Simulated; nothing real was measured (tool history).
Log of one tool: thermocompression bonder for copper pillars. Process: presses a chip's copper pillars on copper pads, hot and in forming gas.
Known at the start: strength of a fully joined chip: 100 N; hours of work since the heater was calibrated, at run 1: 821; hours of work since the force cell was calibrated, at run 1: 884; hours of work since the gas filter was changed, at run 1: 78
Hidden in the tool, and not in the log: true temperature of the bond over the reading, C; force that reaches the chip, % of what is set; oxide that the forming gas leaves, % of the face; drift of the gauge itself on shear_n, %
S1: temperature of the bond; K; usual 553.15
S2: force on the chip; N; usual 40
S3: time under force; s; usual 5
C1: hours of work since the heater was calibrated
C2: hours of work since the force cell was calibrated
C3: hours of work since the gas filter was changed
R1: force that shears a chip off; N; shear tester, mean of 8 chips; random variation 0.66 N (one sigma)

run	hour	S1	S2	S3	C1	C2	C3	R1
1	0.0	553.15	40	5	821	884	78	53.1
2	48.3	553.15	40	5	849	913	107	53.0
3	128.4	553.15	40	5	896	960	153	51.1
4	202.2	553.15	40	5	939	1003	197	51.4
# hour 223.2: forming gas filter changed
5	281.0	553.15	40	5	985	1049	34	53.8
6	358.7	553.15	40	5	1031	1094	79	54.3
7	392.0	553.15	40	5	1050	1114	99	53.6
# hour 399.4: heater calibrated with a thermocouple chip
8	463.5	553.15	40	5	38	1154	140	47.6
9	504.1	538.15	40	5	61	1178	163	38.6
10	548.5	550.15	40	5	87	1204	189	43.9
# hour 581.4: forming gas filter changed
11	614.9	550.15	40	5	126	1243	20	48.9
12	687.4	550.15	40	5	168	1285	62	48.0
13	748.9	550.15	40	5	204	1321	98	46.9
14	825.1	553.15	40	5	249	1366	143	48.7
15	880.2	575.15	40	4	281	1398	175	56.8
# hour 940.0: forming gas filter changed
16	947.0	575.15	40	4	320	1437	4	60.7
17	993.1	529.15	58	7	347	1464	31	55.4
18	1040.1	547.15	40	5	375	1491	59	47.5
19	1099.6	529.15	34	5	410	1526	93	30.3
20	1168.9	561.15	30	5	450	1567	134	42.0
21	1218.6	561.15	30	5	479	1596	163	42.9
22	1293.6	527.15	30	5	523	1640	207	24.8
# hour 1299.4: forming gas filter changed
23	1329.0	559.15	30	5	544	1660	17	43.3
24	1396.9	546.15	30	5	583	1700	57	36.6
25	1465.8	553.15	40	14	624	1741	97	67.9
26	1518.6	553.15	57	5	655	1771	128	64.9
27	1574.1	553.15	45	13	687	1804	161	71.4
28	1644.9	560.15	51	5	729	1845	202	63.0

Forecast each of these 3 alternatives for the next run:
# hour 1657.0: forming gas filter changed
A	1710.4	560.15	51	4	767	1883	31	?
# hour 1657.0: forming gas filter changed
B	1710.4	553.15	33	5	767	1883	31	?
# hour 1657.0: forming gas filter changed
C	1710.4	560.15	59	5	767	1883	31	?

run	R1
A	63.9
B	45.1
C	74.9
Without the tool's hidden state the same runs would have given:
run	R1
A	62.5
B	43.6
C	73.6
